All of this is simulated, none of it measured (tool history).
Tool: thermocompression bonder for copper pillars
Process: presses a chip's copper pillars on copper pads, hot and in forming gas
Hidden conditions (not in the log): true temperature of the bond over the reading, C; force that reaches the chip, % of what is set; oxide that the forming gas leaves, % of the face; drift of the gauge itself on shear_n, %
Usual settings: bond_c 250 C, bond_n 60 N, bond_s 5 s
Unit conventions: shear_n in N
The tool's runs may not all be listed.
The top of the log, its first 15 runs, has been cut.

| run | hour | bond_c | bond_n | bond_s | hours of work since the heater was calibrated | hours of work since the force cell was calibrated | hours of work since the gas filter was changed | shear_n |
|---|---|---|---|---|---|---|---|---|
| 16 | 415.0 | 259 | 60 | 5 | 913 | 862 | 136 | 100.0 |
| 17 | 438.1 | 259 | 60 | 5 | 926 | 875 | 148 | 99.1 |
| 18 | 464.1 | 259 | 60 | 5 | 940 | 889 | 163 | 99.1 |
|  | 483.7 | forming gas filter changed |
| 19 | 495.9 | 250 | 60 | 5 | 958 | 906 | 7 | 90.8 |
| 20 | 531.7 | 274 | 51 | 4 | 977 | 926 | 26 | 102.6 |
| 21 | 550.5 | 238 | 60 | 10 | 988 | 936 | 37 | 94.0 |
| 22 | 583.8 | 239 | 48 | 8 | 1006 | 954 | 55 | 79.1 |
| 23 | 621.4 | 239 | 48 | 8 | 1026 | 975 | 76 | 78.6 |
| 24 | 645.3 | 252 | 68 | 4 | 1040 | 988 | 89 | 92.4 |
| 25 | 684.3 | 250 | 60 | 14 | 1061 | 1009 | 110 | 114.6 |

Expected results for the next run?
| 26 | 712.2 | 249 | 86 | 4 | 1076 | 1025 | 126 | ? |

Run 26 came out at shear_n 99.8 N.
With no hidden state in the tool, this same run would have given shear_n 100.1 N.
